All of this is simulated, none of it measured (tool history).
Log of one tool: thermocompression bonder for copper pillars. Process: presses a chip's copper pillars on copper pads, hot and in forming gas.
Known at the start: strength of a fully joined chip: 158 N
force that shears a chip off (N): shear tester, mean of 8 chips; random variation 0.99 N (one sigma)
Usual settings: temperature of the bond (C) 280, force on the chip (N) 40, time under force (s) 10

| run | day | temperature of the bond (C) | force on the chip (N) | time under force (s) | force that shears a chip off (N) |
|---|---|---|---|---|---|
| 1 | 0 | 280 | 40 | 10 | 81.9 |
| 2 | 0.708 | 280 | 40 | 10 | 80.9 |
| 3 | 1.562 | 280 | 40 | 26 | 105.6 |
| 4 | 2.125 | 280 | 40 | 10 | 81.4 |
|  | 2.804 | forming gas filter changed |
| 5 | 2.804 | 280 | 40 | 10 | 83.6 |
| 6 | 3.296 | 280 | 40 | 10 | 85.5 |
| 7 | 4.083 | 280 | 40 | 13 | 91.2 |
| 8 | 4.975 | 291 | 40 | 10 | 92.6 |
| 9 | 5.842 | 280 | 40 | 17 | 97.6 |
| 10 | 6.533 | 280 | 40 | 17 | 96.5 |
| 11 | 7.162 | 280 | 40 | 10 | 83.1 |
| 12 | 7.612 | 280 | 40 | 10 | 82.5 |
| 13 | 8.033 | 280 | 40 | 10 | 79.8 |
| 14 | 8.912 | 280 | 40 | 10 | 81.1 |
| 15 | 9.475 | 280 | 40 | 10 | 82.3 |
| 16 | 10.283 | 280 | 40 | 10 | 80.7 |
| 17 | 10.883 | 280 | 40 | 10 | 81.3 |
| 18 | 11.7 | 280 | 40 | 10 | 79.2 |
| 19 | 12.488 | 280 | 40 | 10 | 80.5 |
| 20 | 12.938 | 280 | 40 | 10 | 79.1 |
| 21 | 13.679 | 280 | 40 | 10 | 77.8 |
| 22 | 14.375 | 254 | 57 | 13 | 72.1 |
| 23 | 14.842 | 280 | 35 | 10 | 76.3 |
| 24 | 15.458 | 280 | 35 | 10 | 75.5 |
| 25 | 16.408 | 294 | 30 | 16 | 96.1 |
| 26 | 16.825 | 294 | 30 | 16 | 94.7 |
| 27 | 17.762 | 294 | 33 | 11 | 87.4 |
| 28 | 18.629 | 294 | 33 | 11 | 86.9 |
| 29 | 19.042 | 280 | 33 | 12 | 76.2 |
| 30 | 19.983 | 280 | 33 | 12 | 74.3 |
|  | 20.321 | forming gas filter changed |
| 31 | 20.833 | 280 | 33 | 12 | 78.9 |
| 32 | 21.267 | 280 | 33 | 12 | 78.1 |
| 33 | 21.717 | 255 | 38 | 12 | 59 |
| 34 | 22.467 | 255 | 38 | 12 | 58.4 |
| 35 | 23.404 | 255 | 38 | 12 | 58.5 |
| 36 | 24.196 | 255 | 26 | 12 | 47.9 |
| 37 | 25.158 | 274 | 26 | 8 | 53.7 |
| 38 | 26.008 | 275 | 40 | 15 | 84.3 |
| 39 | 26.679 | 275 | 40 | 15 | 84.4 |
| 40 | 27.342 | 255 | 31 | 6 | 37.5 |

Forecast each of these 3 alternatives for the next run:
| A | 28.079 | 255 | 43 | 7 | ? |
| B | 28.079 | 257 | 31 | 17 | ? |
| C | 28.079 | 255 | 25 | 6 | ? |

| run | force that shears a chip off (N) |
|---|---|
| A | 49 |
| B | 60.9 |
| C | 33.8 |
Without the tool's hidden state the same runs would have given:
| run | force that shears a chip off (N) |
|---|---|
| A | 54.7 |
| B | 67.5 |
| C | 37.9 |
